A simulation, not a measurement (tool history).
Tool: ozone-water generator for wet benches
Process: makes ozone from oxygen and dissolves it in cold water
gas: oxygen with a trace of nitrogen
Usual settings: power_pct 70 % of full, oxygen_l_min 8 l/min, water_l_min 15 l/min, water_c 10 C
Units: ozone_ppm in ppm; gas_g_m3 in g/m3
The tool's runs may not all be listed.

run	hour	power_pct	oxygen_l_min	water_l_min	water_c	ozone_ppm	gas_g_m3
1	0	70	8	15	10	31.7	205.6
2	78.2	70	8	15	10	31.8	206.3
3	129	70	8	15	10	31.8	203.8
4	209.6	70	8	15	10	31.7	205.3
5	249.1	70	8	15	10	31.9	205.9
6	293.1	70	12.25	15	10	28.7	156.9
7	354.5	70	8	15	10	31.4	205.9
8	394.7	70	8	15	10	31.1	203.5
9	467.8	70	8	15	10	31.6	206.3
10	504.6	70	8	15	10	31.2	204.1
11	568.8	70	8	10	10	41.4	203.4
12	614.6	70	8	10	10	40.7	204.1
13	652.7	70	8	10	10	41.2	202.7
14	727.5	70	8	10	10	41.2	204.1
15	806.7	70	8	15	10	31.1	202.2
16	854	70	8	15	10	31.6	202.1
17	926.5	70	8	15	6	33.4	203.9
18	1003.9	70	8	15	13	29.7	203.4
19	1066.3	70	12.72	15	18	22.5	148.3
20	1139.8	70	12.72	15	18	22.8	149.1
21	1174.3	70	8	15	13	29.3	200.4
22	1244.4	70	9.94	15	13	27.6	176.2
23	1304.3	61	6.08	15	10	30.2	221.5
24	1377.4	61	6.08	15	10	30	223.3
25	1436.5	61	6.08	15	10	29.7	222.8
26	1494.9	61	4.58	15	12	30	267.5
27	1534.8	87	9.95	15	6	36.6	199
28	1605.2	57	11.79	9	12	31.3	138.6
29	1685	57	6.25	18	12	23.6	209.2
30	1747.8	57	6.25	18	12	23.9	208.2
31	1801.4	57	6.25	18	12	23.7	206.3
32	1875.6	89	8	20	10	28	233.4

Hidden state or all else? Some run-to-run changes of ozone_ppm, split into what the settings, what came in and random variation would give without the hidden state, and what is left for the hidden state (with any gauge scatter that isn't in both results):
The hidden state here: yield of the discharge, % of new electrodes'; contactor's efficiency, % of a clean one's; true water temperature over the reading, C; drift of the gauge itself on ozone_ppm, %; drift of the gauge itself on gas_g_m3, %.
Run 10 -> 11: water_l_min 15 -> 10. ozone_ppm +10.2 ppm: hidden state -0.5, all else +10.7.
Run 14 -> 15: water_l_min 10 -> 15. ozone_ppm -10.1 ppm: hidden state +0.3, all else -10.4.
Run 26 -> 27: power_pct 61 -> 87, oxygen_l_min 4.58 -> 9.95, water_c 12 -> 6. ozone_ppm +6.6 ppm: hidden state -0.8, all else +7.4.
Run 27 -> 28: power_pct 87 -> 57, oxygen_l_min 9.95 -> 11.79, water_l_min 15 -> 9, water_c 6 -> 12. ozone_ppm -5.3 ppm: hidden state +0.8, all else -6.1.
Run 28 -> 29: oxygen_l_min 11.79 -> 6.25, water_l_min 9 -> 18. ozone_ppm -7.7 ppm: hidden state +0.4, all else -8.1.
Run 31 -> 32: power_pct 57 -> 89, oxygen_l_min 6.25 -> 8, water_l_min 18 -> 20, water_c 12 -> 10. ozone_ppm +4.3 ppm: hidden state -0.6, all else +4.9.
